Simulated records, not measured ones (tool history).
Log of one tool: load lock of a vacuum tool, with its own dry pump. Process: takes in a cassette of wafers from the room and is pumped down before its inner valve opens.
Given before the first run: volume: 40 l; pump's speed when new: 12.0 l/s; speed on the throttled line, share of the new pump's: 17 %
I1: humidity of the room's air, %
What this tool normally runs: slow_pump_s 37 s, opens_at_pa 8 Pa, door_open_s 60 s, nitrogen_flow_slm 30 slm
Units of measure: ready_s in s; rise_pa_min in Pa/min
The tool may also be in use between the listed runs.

{"run": 1, "hour": 0.0, "slow_pump_s": 37, "opens_at_pa": 8, "door_open_s": 60, "nitrogen_flow_slm": 30, "I1": 48, "ready_s": 66.1, "rise_pa_min": 0.053}
{"run": 2, "hour": 193.0, "slow_pump_s": 37, "opens_at_pa": 8, "door_open_s": 60, "nitrogen_flow_slm": 30, "I1": 44.1, "ready_s": 65.8, "rise_pa_min": 0.056}
{"run": 3, "hour": 537.5, "slow_pump_s": 37, "opens_at_pa": 8, "door_open_s": 60, "nitrogen_flow_slm": 30, "I1": 45.1, "ready_s": 65.1, "rise_pa_min": 0.054}
{"run": 4, "hour": 793.7, "slow_pump_s": 37, "opens_at_pa": 8, "door_open_s": 60, "nitrogen_flow_slm": 30, "I1": 46, "ready_s": 66.2, "rise_pa_min": 0.051}
{"run": 5, "hour": 1204.7, "slow_pump_s": 22, "opens_at_pa": 8, "door_open_s": 60, "nitrogen_flow_slm": 30, "I1": 44.4, "ready_s": 54, "rise_pa_min": 0.052}
{"run": 6, "hour": 1562.9, "slow_pump_s": 37, "opens_at_pa": 8, "door_open_s": 131, "nitrogen_flow_slm": 30, "I1": 39.6, "ready_s": 66.8, "rise_pa_min": 0.066}
{"run": 7, "hour": 1944.3, "slow_pump_s": 37, "opens_at_pa": 8, "door_open_s": 60, "nitrogen_flow_slm": 30, "I1": 48, "ready_s": 66.7, "rise_pa_min": 0.06}
{"run": 8, "hour": 2343.9, "slow_pump_s": 37, "opens_at_pa": 8, "door_open_s": 60, "nitrogen_flow_slm": 30, "I1": 44.2, "ready_s": 67.1, "rise_pa_min": 0.06}
{"run": 9, "hour": 2580.0, "slow_pump_s": 37, "opens_at_pa": 8, "door_open_s": 60, "nitrogen_flow_slm": 30, "I1": 43.5, "ready_s": 68, "rise_pa_min": 0.064}
{"run": 10, "hour": 2972.3, "slow_pump_s": 37, "opens_at_pa": 8, "door_open_s": 60, "nitrogen_flow_slm": 30, "I1": 47, "ready_s": 68.6, "rise_pa_min": 0.068}
{"run": 11, "hour": 3373.7, "slow_pump_s": 37, "opens_at_pa": 8, "door_open_s": 60, "nitrogen_flow_slm": 30, "I1": 42.2, "ready_s": 66.9, "rise_pa_min": 0.065}
{"run": 12, "hour": 3566.2, "slow_pump_s": 37, "opens_at_pa": 8, "door_open_s": 60, "nitrogen_flow_slm": 30, "I1": 42.5, "ready_s": 68.4, "rise_pa_min": 0.064}
{"run": 13, "hour": 3810.4, "slow_pump_s": 37, "opens_at_pa": 8, "door_open_s": 60, "nitrogen_flow_slm": 30, "I1": 45, "ready_s": 67, "rise_pa_min": 0.071}
{"run": 14, "hour": 4047.0, "slow_pump_s": 37, "opens_at_pa": 8, "door_open_s": 60, "nitrogen_flow_slm": 30, "I1": 47.7, "ready_s": 68.2, "rise_pa_min": 0.071}
{"run": 15, "hour": 4380.3, "slow_pump_s": 37, "opens_at_pa": 8, "door_open_s": 60, "nitrogen_flow_slm": 30, "I1": 44.2, "ready_s": 68, "rise_pa_min": 0.068}
{"run": 16, "hour": 4856.0, "slow_pump_s": 37, "opens_at_pa": 8, "door_open_s": 60, "nitrogen_flow_slm": 30, "I1": 44.3, "ready_s": 68.7, "rise_pa_min": 0.075}
{"run": 17, "hour": 5268.0, "slow_pump_s": 37, "opens_at_pa": 8, "door_open_s": 60, "nitrogen_flow_slm": 30, "I1": 46.2, "ready_s": 68.8, "rise_pa_min": 0.078}
{"run": 18, "hour": 5677.6, "slow_pump_s": 37, "opens_at_pa": 8, "door_open_s": 60, "nitrogen_flow_slm": 30, "I1": 47.4, "ready_s": 68.5, "rise_pa_min": 0.078}
{"run": 19, "hour": 6132.0, "slow_pump_s": 37, "opens_at_pa": 7, "door_open_s": 151, "nitrogen_flow_slm": 30, "I1": 46.4, "ready_s": 69.3, "rise_pa_min": 0.095}
{"run": 20, "hour": 6544.4, "slow_pump_s": 37, "opens_at_pa": 7, "door_open_s": 129, "nitrogen_flow_slm": 25, "I1": 42.7, "ready_s": 71, "rise_pa_min": 0.097}
{"run": 21, "hour": 6904.0, "slow_pump_s": 37, "opens_at_pa": 7, "door_open_s": 129, "nitrogen_flow_slm": 9, "I1": 43.1, "ready_s": 70.6, "rise_pa_min": 0.105}
{"run": 22, "hour": 7292.1, "slow_pump_s": 37, "opens_at_pa": 7, "door_open_s": 129, "nitrogen_flow_slm": 9, "I1": 46.7, "ready_s": 70.8, "rise_pa_min": 0.115}
{"run": 23, "hour": 7601.7, "slow_pump_s": 37, "opens_at_pa": 7, "door_open_s": 129, "nitrogen_flow_slm": 9, "I1": 42, "ready_s": 71.2, "rise_pa_min": 0.104}
{"hour": 7665.5, "done": "dry pump taken out, an overhauled one fitted"}
{"run": 24, "hour": 7805.0, "slow_pump_s": 22, "opens_at_pa": 7, "door_open_s": 60, "nitrogen_flow_slm": 30, "I1": 45.4, "ready_s": 51.7, "rise_pa_min": 0.086}
{"run": 25, "hour": 8000.8, "slow_pump_s": 22, "opens_at_pa": 7, "door_open_s": 60, "nitrogen_flow_slm": 30, "I1": 43.9, "ready_s": 50.9, "rise_pa_min": 0.084}
{"run": 26, "hour": 8306.9, "slow_pump_s": 58, "opens_at_pa": 8, "door_open_s": 27, "nitrogen_flow_slm": 7, "I1": 45, "ready_s": 80.4, "rise_pa_min": 0.083}
{"run": 27, "hour": 8745.3, "slow_pump_s": 37, "opens_at_pa": 15, "door_open_s": 60, "nitrogen_flow_slm": 5, "I1": 45.8, "ready_s": 61.1, "rise_pa_min": 0.105}
{"run": 28, "hour": 8950.7, "slow_pump_s": 37, "opens_at_pa": 8, "door_open_s": 60, "nitrogen_flow_slm": 30, "I1": 45.2, "ready_s": 63.8, "rise_pa_min": 0.095}
{"run": 29, "hour": 9168.6, "slow_pump_s": 31, "opens_at_pa": 8, "door_open_s": 67, "nitrogen_flow_slm": 30, "I1": 43.2, "ready_s": 58.7, "rise_pa_min": 0.091}
{"run": 30, "hour": 9520.5, "slow_pump_s": 37, "opens_at_pa": 8, "door_open_s": 232, "nitrogen_flow_slm": 30, "I1": 44.1, "ready_s": 63.7, "rise_pa_min": 0.123}
{"run": 31, "hour": 9915.5, "slow_pump_s": 37, "opens_at_pa": 15, "door_open_s": 60, "nitrogen_flow_slm": 30, "I1": 43.1, "ready_s": 61.3, "rise_pa_min": 0.099}
{"run": 32, "hour": 10109.1, "slow_pump_s": 37, "opens_at_pa": 15, "door_open_s": 60, "nitrogen_flow_slm": 30, "I1": 45.7, "ready_s": 61.9, "rise_pa_min": 0.102}
{"run": 33, "hour": 10340.5, "slow_pump_s": 37, "opens_at_pa": 15, "door_open_s": 60, "nitrogen_flow_slm": 30, "I1": 47.3, "ready_s": 61.3, "rise_pa_min": 0.102}
{"run": 34, "hour": 10568.6, "slow_pump_s": 46, "opens_at_pa": 15, "door_open_s": 135, "nitrogen_flow_slm": 30, "I1": 45.2, "ready_s": 69.1, "rise_pa_min": 0.112}
{"run": 35, "hour": 10881.9, "slow_pump_s": 46, "opens_at_pa": 15, "door_open_s": 135, "nitrogen_flow_slm": 30, "I1": 46.3, "ready_s": 69.9, "rise_pa_min": 0.116}
{"run": 36, "hour": 11230.2, "slow_pump_s": 46, "opens_at_pa": 15, "door_open_s": 135, "nitrogen_flow_slm": 30, "I1": 46.6, "ready_s": 69, "rise_pa_min": 0.12}

Measured result minus the same run's result without the hidden state. Both carry the same run-to-run variation, though not necessarily the same gauge scatter:
Unlogged tool condition in this case: pump's speed, % of a new pump's; leak at the door's seal, Pa l/s; drift of the gauge itself on ready_s, %; drift of the gauge itself on rise_pa_min, %.
run=1 ready_s=+3.3 rise_pa_min=+0.032
run=2 ready_s=+3.4 rise_pa_min=+0.033
run=3 ready_s=+3.5 rise_pa_min=+0.033
run=4 ready_s=+3.7 rise_pa_min=+0.035
run=5 ready_s=+4.2 rise_pa_min=+0.036
run=6 ready_s=+4.1 rise_pa_min=+0.038
run=7 ready_s=+4.4 rise_pa_min=+0.039
run=8 ready_s=+4.6 rise_pa_min=+0.041
run=9 ready_s=+4.8 rise_pa_min=+0.04
run=10 ready_s=+5.1 rise_pa_min=+0.042
run=11 ready_s=+5.2 rise_pa_min=+0.045
run=12 ready_s=+5.4 rise_pa_min=+0.046
run=13 ready_s=+5.4 rise_pa_min=+0.047
run=14 ready_s=+5.7 rise_pa_min=+0.048
run=15 ready_s=+5.8 rise_pa_min=+0.048
run=16 ready_s=+6.1 rise_pa_min=+0.051
run=17 ready_s=+6.4 rise_pa_min=+0.053
run=18 ready_s=+6.7 rise_pa_min=+0.055
run=19 ready_s=+7.1 rise_pa_min=+0.056
run=20 ready_s=+7.6 rise_pa_min=+0.058
run=21 ready_s=+7.7 rise_pa_min=+0.059
run=22 ready_s=+8 rise_pa_min=+0.061
run=23 ready_s=+8.2 rise_pa_min=+0.062
run=24 ready_s=+0.6 rise_pa_min=+0.064
run=25 ready_s=+0.6 rise_pa_min=+0.065
run=26 ready_s=+0.6 rise_pa_min=+0.066
run=27 ready_s=+0.8 rise_pa_min=+0.069
run=28 ready_s=+1 rise_pa_min=+0.068
run=29 ready_s=+1.2 rise_pa_min=+0.071
run=30 ready_s=+1.4 rise_pa_min=+0.072
run=31 ready_s=+1.3 rise_pa_min=+0.074
run=32 ready_s=+1.4 rise_pa_min=+0.076
run=33 ready_s=+1.5 rise_pa_min=+0.078
run=34 ready_s=+1.5 rise_pa_min=+0.077
run=35 ready_s=+1.6 rise_pa_min=+0.08
run=36 ready_s=+1.8 rise_pa_min=+0.082
